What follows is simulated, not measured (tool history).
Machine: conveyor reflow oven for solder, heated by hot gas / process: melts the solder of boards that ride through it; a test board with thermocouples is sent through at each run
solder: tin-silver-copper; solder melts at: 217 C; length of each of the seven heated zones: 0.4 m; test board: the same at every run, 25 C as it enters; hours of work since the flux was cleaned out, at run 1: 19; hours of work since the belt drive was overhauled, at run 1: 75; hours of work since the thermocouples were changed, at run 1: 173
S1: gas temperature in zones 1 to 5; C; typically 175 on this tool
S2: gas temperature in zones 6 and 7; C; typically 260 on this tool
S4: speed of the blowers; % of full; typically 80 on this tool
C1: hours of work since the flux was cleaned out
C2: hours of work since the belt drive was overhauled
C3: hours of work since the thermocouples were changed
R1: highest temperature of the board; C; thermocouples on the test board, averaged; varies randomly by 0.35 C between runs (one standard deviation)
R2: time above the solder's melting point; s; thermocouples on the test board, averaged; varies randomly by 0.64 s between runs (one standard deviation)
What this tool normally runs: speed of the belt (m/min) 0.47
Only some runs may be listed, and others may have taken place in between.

{"run": 1, "hour": 0.0, "S1": 175, "S2": 260, "speed of the belt (m/min)": 0.47, "S4": 80, "C1": 19, "C2": 75, "C3": 173, "R1": 246.1, "R2": 68.4}
{"run": 2, "hour": 11.5, "S1": 175, "S2": 260, "speed of the belt (m/min)": 0.47, "S4": 80, "C1": 25, "C2": 81, "C3": 179, "R1": 246.4, "R2": 70.1}
{"run": 3, "hour": 26.0, "S1": 175, "S2": 260, "speed of the belt (m/min)": 0.47, "S4": 80, "C1": 32, "C2": 88, "C3": 186, "R1": 245.3, "R2": 70.6}
{"run": 4, "hour": 40.6, "S1": 175, "S2": 260, "speed of the belt (m/min)": 0.393, "S4": 80, "C1": 40, "C2": 96, "C3": 194, "R1": 249.1, "R2": 91.9}
{"run": 5, "hour": 58.7, "S1": 175, "S2": 260, "speed of the belt (m/min)": 0.393, "S4": 80, "C1": 49, "C2": 105, "C3": 203, "R1": 249.7, "R2": 92.6}
{"run": 6, "hour": 71.0, "S1": 175, "S2": 260, "speed of the belt (m/min)": 0.47, "S4": 80, "C1": 55, "C2": 111, "C3": 209, "R1": 245.7, "R2": 70.8}
{"run": 7, "hour": 86.4, "S1": 175, "S2": 260, "speed of the belt (m/min)": 0.47, "S4": 80, "C1": 63, "C2": 119, "C3": 217, "R1": 246.1, "R2": 70.2}
{"run": 8, "hour": 101.0, "S1": 175, "S2": 260, "speed of the belt (m/min)": 0.47, "S4": 86, "C1": 70, "C2": 126, "C3": 225, "R1": 246, "R2": 71.7}
{"run": 9, "hour": 117.8, "S1": 187, "S2": 260, "speed of the belt (m/min)": 0.47, "S4": 80, "C1": 79, "C2": 135, "C3": 233, "R1": 247.9, "R2": 77.7}
{"run": 10, "hour": 137.8, "S1": 187, "S2": 260, "speed of the belt (m/min)": 0.47, "S4": 80, "C1": 89, "C2": 145, "C3": 243, "R1": 247.8, "R2": 78.8}
{"run": 11, "hour": 147.6, "S1": 180, "S2": 260, "speed of the belt (m/min)": 0.47, "S4": 80, "C1": 94, "C2": 150, "C3": 248, "R1": 246, "R2": 73.1}
{"run": 12, "hour": 166.9, "S1": 180, "S2": 260, "speed of the belt (m/min)": 0.47, "S4": 80, "C1": 104, "C2": 160, "C3": 258, "R1": 246.4, "R2": 73.5}
{"run": 13, "hour": 181.5, "S1": 180, "S2": 260, "speed of the belt (m/min)": 0.47, "S4": 80, "C1": 112, "C2": 168, "C3": 266, "R1": 246.2, "R2": 73.8}
{"run": 14, "hour": 197.6, "S1": 169, "S2": 260, "speed of the belt (m/min)": 0.47, "S4": 80, "C1": 120, "C2": 176, "C3": 274, "R1": 244.1, "R2": 65.2}
{"run": 15, "hour": 216.7, "S1": 169, "S2": 260, "speed of the belt (m/min)": 0.47, "S4": 80, "C1": 130, "C2": 185, "C3": 284, "R1": 244, "R2": 64.4}
{"run": 16, "hour": 230.4, "S1": 163, "S2": 256, "speed of the belt (m/min)": 0.504, "S4": 74, "C1": 137, "C2": 193, "C3": 291, "R1": 235.3, "R2": 44.6}
{"run": 17, "hour": 252.5, "S1": 163, "S2": 256, "speed of the belt (m/min)": 0.504, "S4": 80, "C1": 148, "C2": 204, "C3": 302, "R1": 237.5, "R2": 47.6}
{"run": 18, "hour": 264.7, "S1": 181, "S2": 260, "speed of the belt (m/min)": 0.498, "S4": 80, "C1": 154, "C2": 210, "C3": 308, "R1": 244.3, "R2": 66.7}
{"run": 19, "hour": 287.3, "S1": 185, "S2": 260, "speed of the belt (m/min)": 0.498, "S4": 80, "C1": 166, "C2": 222, "C3": 320, "R1": 245.6, "R2": 69.8}
{"run": 20, "hour": 309.5, "S1": 178, "S2": 260, "speed of the belt (m/min)": 0.417, "S4": 54, "C1": 177, "C2": 233, "C3": 331, "R1": 242.9, "R2": 74.7}
{"run": 21, "hour": 323.9, "S1": 178, "S2": 260, "speed of the belt (m/min)": 0.417, "S4": 65, "C1": 184, "C2": 240, "C3": 338, "R1": 245.7, "R2": 80.8}
{"run": 22, "hour": 345.0, "S1": 178, "S2": 260, "speed of the belt (m/min)": 0.417, "S4": 65, "C1": 195, "C2": 251, "C3": 349, "R1": 245.8, "R2": 80.8}
{"run": 23, "hour": 368.5, "S1": 178, "S2": 274, "speed of the belt (m/min)": 0.425, "S4": 65, "C1": 207, "C2": 263, "C3": 361, "R1": 256.9, "R2": 91.8}
{"run": 24, "hour": 389.3, "S1": 175, "S2": 260, "speed of the belt (m/min)": 0.47, "S4": 79, "C1": 218, "C2": 274, "C3": 372, "R1": 244.3, "R2": 67.3}
{"run": 25, "hour": 399.7, "S1": 187, "S2": 260, "speed of the belt (m/min)": 0.47, "S4": 79, "C1": 223, "C2": 279, "C3": 377, "R1": 246, "R2": 76.7}
{"run": 26, "hour": 414.0, "S1": 179, "S2": 272, "speed of the belt (m/min)": 0.47, "S4": 79, "C1": 230, "C2": 286, "C3": 384, "R1": 255.2, "R2": 81}
{"run": 27, "hour": 427.6, "S1": 175, "S2": 260, "speed of the belt (m/min)": 0.442, "S4": 80, "C1": 237, "C2": 293, "C3": 391, "R1": 246.2, "R2": 74.8}
{"run": 28, "hour": 445.1, "S1": 170, "S2": 268, "speed of the belt (m/min)": 0.47, "S4": 56, "C1": 246, "C2": 302, "C3": 400, "R1": 243.4, "R2": 61.5}
{"run": 29, "hour": 464.4, "S1": 175, "S2": 270, "speed of the belt (m/min)": 0.47, "S4": 80, "C1": 256, "C2": 312, "C3": 410, "R1": 253.2, "R2": 76.9}
{"run": 30, "hour": 479.3, "S1": 175, "S2": 270, "speed of the belt (m/min)": 0.47, "S4": 80, "C1": 264, "C2": 320, "C3": 418, "R1": 252.1, "R2": 77.6}

Results for each run, recomputed without the tool's hidden state and with each run's random variation untouched:
Hidden state present: heat that the gas passes to the board, % of a clean oven's; belt's true speed, % of the reading; true gas temperature in zones 6 and 7 over the reading, C; drift of the gauge itself on peak_c, C; drift of the gauge itself on liquid_s, %.
run=1 R1=245.8 R2=68.2
run=2 R1=246.2 R2=69.8
run=3 R1=245.1 R2=70.4
run=4 R1=248.9 R2=91.7
run=5 R1=249.5 R2=92.5
run=6 R1=245.6 R2=70.8
run=7 R1=246 R2=70.3
run=8 R1=246 R2=71.9
run=9 R1=247.9 R2=77.8
run=10 R1=247.8 R2=79
run=11 R1=246.1 R2=73.3
run=12 R1=246.5 R2=73.9
run=13 R1=246.3 R2=74.3
run=14 R1=244.3 R2=65.9
run=15 R1=244.4 R2=65.2
run=16 R1=235.8 R2=45.8
run=17 R1=238.1 R2=48.9
run=18 R1=244.7 R2=67.6
run=19 R1=246 R2=70.7
run=20 R1=243.1 R2=75.3
run=21 R1=245.9 R2=81.6
run=22 R1=246.1 R2=81.6
run=23 R1=257.4 R2=92.4
run=24 R1=245 R2=68.7
run=25 R1=246.4 R2=77.8
run=26 R1=256.1 R2=82
run=27 R1=246.8 R2=76.1
run=28 R1=244.3 R2=63.1
run=29 R1=254.3 R2=78.3
run=30 R1=253.2 R2=79
